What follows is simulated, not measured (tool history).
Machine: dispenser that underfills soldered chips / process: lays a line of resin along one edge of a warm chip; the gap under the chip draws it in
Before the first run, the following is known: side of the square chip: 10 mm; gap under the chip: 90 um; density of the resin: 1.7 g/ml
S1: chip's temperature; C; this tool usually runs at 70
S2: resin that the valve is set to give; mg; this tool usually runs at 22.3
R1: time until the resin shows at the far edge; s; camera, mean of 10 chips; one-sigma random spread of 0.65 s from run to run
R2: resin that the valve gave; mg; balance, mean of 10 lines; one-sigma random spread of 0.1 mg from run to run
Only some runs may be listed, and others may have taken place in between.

run 1 hour=0.0 | S1=70 S2=22.3 | R1=62.8 R2=21.54
run 2 hour=8.8 | S1=70 S2=26.7 | R1=84.8 R2=25.71
-- hour=10.7 new syringe of resin
run 3 hour=19.2 | S1=70 S2=22.3 | R1=82.9 R2=21.44
-- hour=22.4 new syringe of resin
run 4 hour=32.6 | S1=70 S2=22.3 | R1=87.5 R2=21.46
-- hour=35.1 new syringe of resin
-- hour=47.3 new syringe of resin
run 5 hour=47.3 | S1=70 S2=22.3 | R1=58.6 R2=21.23
run 6 hour=58.0 | S1=70 S2=22.3 | R1=89.8 R2=21.17
-- hour=59.7 new syringe of resin
-- hour=72.2 new syringe of resin
run 7 hour=72.6 | S1=70 S2=22.3 | R1=59.9 R2=21.05
-- hour=83.8 new syringe of resin
run 8 hour=85.8 | S1=56 S2=22.3 | R1=100.5 R2=20.95
run 9 hour=93.1 | S1=56 S2=22.3 | R1=131.9 R2=20.84
-- hour=96.0 new syringe of resin
-- hour=100.1 dispensing valve cleaned and set on the balance
-- hour=109.5 new syringe of resin
run 10 hour=110.1 | S1=70 S2=22.3 | R1=59.7 R2=22.26
-- hour=121.6 new syringe of resin
run 11 hour=126.3 | S1=70 S2=22.3 | R1=71.8 R2=21.98
-- hour=133.2 new syringe of resin
run 12 hour=138.2 | S1=59 S2=22.3 | R1=101.9 R2=21.92
-- hour=145.5 new syringe of resin
run 13 hour=148.4 | S1=59 S2=22.3 | R1=94.2 R2=21.96
-- hour=157.3 new syringe of resin
run 14 hour=164.6 | S1=70 S2=28.0 | R1=79.1 R2=27.40
-- hour=169.4 new syringe of resin
run 15 hour=172.0 | S1=70 S2=22.3 | R1=65.1 R2=21.68
run 16 hour=179.8 | S1=70 S2=22.3 | R1=89.6 R2=21.50
-- hour=181.1 new syringe of resin
-- hour=193.6 new syringe of resin
run 17 hour=195.0 | S1=78 S2=22.3 | R1=47.5 R2=21.43
-- hour=205.4 new syringe of resin
run 18 hour=210.1 | S1=56 S2=25.4 | R1=110.0 R2=24.28
-- hour=216.9 new syringe of resin
run 19 hour=220.6 | S1=56 S2=25.4 | R1=104.0 R2=24.27
-- hour=229.2 new syringe of resin
run 20 hour=232.3 | S1=80 S2=26.6 | R1=50.0 R2=25.27
-- hour=240.7 new syringe of resin
run 21 hour=241.8 | S1=80 S2=26.6 | R1=45.2 R2=25.18
run 22 hour=248.9 | S1=64 S2=23.6 | R1=99.6 R2=22.35
-- hour=252.1 new syringe of resin
run 23 hour=262.0 | S1=64 S2=23.6 | R1=103.6 R2=22.31
-- hour=264.6 new syringe of resin
run 24 hour=271.1 | S1=58 S2=23.6 | R1=107.3 R2=22.30
-- hour=276.5 new syringe of resin
run 25 hour=284.1 | S1=79 S2=22.8 | R1=60.8 R2=21.40
-- hour=288.8 new syringe of resin
-- hour=297.9 dispensing valve cleaned and set on the balance
run 26 hour=299.4 | S1=79 S2=22.8 | R1=66.3 R2=22.85
-- hour=302.2 new syringe of resin
run 27 hour=310.8 | S1=64 S2=26.9 | R1=99.1 R2=26.76
-- hour=313.7 new syringe of resin
-- hour=325.1 new syringe of resin
run 28 hour=326.4 | S1=71 S2=28.4 | R1=60.1 R2=28.00
run 29 hour=333.6 | S1=71 S2=25.3 | R1=81.2 R2=25.34

3 ways to go on from here, each from the tool as it stands after run 29. What would each give?
-- hour=336.7 new syringe of resin
run A hour=342.3 | S1=77 S2=23.4 | R1=? R2=?
-- hour=336.7 new syringe of resin
run B hour=342.3 | S1=64 S2=23.6 | R1=? R2=?
-- hour=336.7 new syringe of resin
run C hour=342.3 | S1=59 S2=22.3 | R1=? R2=?

run=A R1=60.4 R2=23.00
run=B R1=88.9 R2=23.41
run=C R1=103.2 R2=22.00
Without the tool's hidden state the same runs would have given:
run=A R1=46.9 R2=23.26
run=B R1=68.9 R2=23.68
run=C R1=79.8 R2=22.25

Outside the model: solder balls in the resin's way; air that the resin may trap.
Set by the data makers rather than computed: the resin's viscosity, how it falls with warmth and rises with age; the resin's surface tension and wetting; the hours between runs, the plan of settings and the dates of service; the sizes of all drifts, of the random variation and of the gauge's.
